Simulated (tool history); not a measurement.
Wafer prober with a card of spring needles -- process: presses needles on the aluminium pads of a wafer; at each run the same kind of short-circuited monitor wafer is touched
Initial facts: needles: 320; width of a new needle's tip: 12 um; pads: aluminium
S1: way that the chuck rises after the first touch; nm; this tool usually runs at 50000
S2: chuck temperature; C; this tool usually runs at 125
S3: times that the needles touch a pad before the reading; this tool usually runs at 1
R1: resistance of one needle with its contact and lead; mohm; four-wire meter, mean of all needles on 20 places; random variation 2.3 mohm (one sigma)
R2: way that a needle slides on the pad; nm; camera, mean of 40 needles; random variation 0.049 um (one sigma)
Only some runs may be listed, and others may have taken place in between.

run     day     S1   S2  S3   R1     R2
  1       0  50000  125   1  307  13130
      0.275  -- tips cleaned on abrasive film
       0.75  -- tips cleaned on abrasive film
  2   0.762  50000  125   1  272  13100
      1.208  -- tips cleaned on abrasive film
      1.654  -- tips cleaned on abrasive film
  3   1.883  50000  125   1  317  12980
      2.117  -- tips cleaned on abrasive film
      2.588  -- tips cleaned on abrasive film
  4   2.992  50000  125   1  338  13000
      3.058  -- tips cleaned on abrasive film
      3.525  -- tips cleaned on abrasive film
  5   3.812  50000  125   1  333  12900
      3.975  -- tips cleaned on abrasive film
      4.417  -- tips cleaned on abrasive film
  6   4.804  49000  125   1  341  12690
      4.883  -- tips cleaned on abrasive film
  7   5.271  49000  125   1  338  12660
      5.333  -- tips cleaned on abrasive film
      5.792  -- tips cleaned on abrasive film
      6.275  -- tips cleaned on abrasive film
  8   6.388  50000  110   1  292  12820
      6.746  -- tips cleaned on abrasive film
      7.217  -- tips cleaned on abrasive film
  9   7.483  50000  110   1  327  12850
      7.704  -- tips cleaned on abrasive film
 10   7.996  57000  125   1  314  14630
      8.158  -- tips cleaned on abrasive film
      8.604  -- tips cleaned on abrasive film
 11   8.829  57000  125   1  313  14720
      9.067  -- tips cleaned on abrasive film
      9.542  -- tips cleaned on abrasive film
 12   9.783  57000  125   1  314  14620
      9.992  -- tips cleaned on abrasive film
     10.458  -- tips cleaned on abrasive film
 13  10.471  57000  125   1  270  14610
     10.912  -- tips cleaned on abrasive film
     11.358  -- tips cleaned on abrasive film
 14  11.358  50000   38   1  251  12640
     11.796  -- tips cleaned on abrasive film
 15  11.942  37000  125   3  296   9310
     12.225  -- tips cleaned on abrasive film
     12.704  -- tips cleaned on abrasive film
 16  12.771  37000   76   1  314   9170
     13.162  -- tips cleaned on abrasive film
 17  13.383  51000  116   2  297  12940
      13.65  -- tips cleaned on abrasive film
     14.112  -- tips cleaned on abrasive film
 18  14.346  49000   39   2  289  12350
     14.588  -- tips cleaned on abrasive film
     15.008  -- tips cleaned on abrasive film
     15.254  -- height of the first contact set anew
     15.483  -- tips cleaned on abrasive film
 19  15.508  49000   39   2  245  12970
     15.925  -- tips cleaned on abrasive film
 20  16.167  49000   39   2  290  12920
     16.396  -- tips cleaned on abrasive film
     16.829  -- tips cleaned on abrasive film
 21  17.133  50000  125   3  290  13200
     17.338  -- tips cleaned on abrasive film
     17.842  -- tips cleaned on abrasive film
 22  17.871  38000  103   1  296   9970
     18.267  -- tips cleaned on abrasive film
 23  18.408  50000   48   3  257  13210
     18.721  -- tips cleaned on abrasive film
 24  18.908  50000   29   3  260  13120
      19.15  -- tips cleaned on abrasive film
 25  19.421  70000   29   2  262  18440
     19.583  -- tips cleaned on abrasive film
     20.046  -- tips cleaned on abrasive film
 26  20.446  50000   80   1  347  13080
     20.508  -- tips cleaned on abrasive film
     20.996  -- tips cleaned on abrasive film
     21.488  -- tips cleaned on abrasive film
 27  21.488  50000  125   2  267  13050
     21.954  -- tips cleaned on abrasive film
 28  22.142  39000   67   3  289  10130

Below are 5 alternative next runs, each starting from the tool's condition after run 28. Predict each:
     22.388  -- tips cleaned on abrasive film
  A  22.617  51000   34   3   ?   ?
     22.388  -- tips cleaned on abrasive film
  B  22.617  50000   99   1   ?   ?
     22.388  -- tips cleaned on abrasive film
  C  22.617  44000   67   2   ?   ?
     22.388  -- tips cleaned on abrasive film
  D  22.617  50000  125   3   ?   ?
     22.388  -- tips cleaned on abrasive film
  E  22.617  48000   69   3   ?   ?

run   R1     R2
  A  266  13250
  B  328  12940
  C  307  11420
  D  286  12950
  E  269  12390
The same runs, with their run-to-run variation unchanged, on a tool lacking any hidden condition would have given:
run   R1     R2
  A  238  13530
  B  257  13220
  C  249  11690
  D  260  13220
  E  240  12660
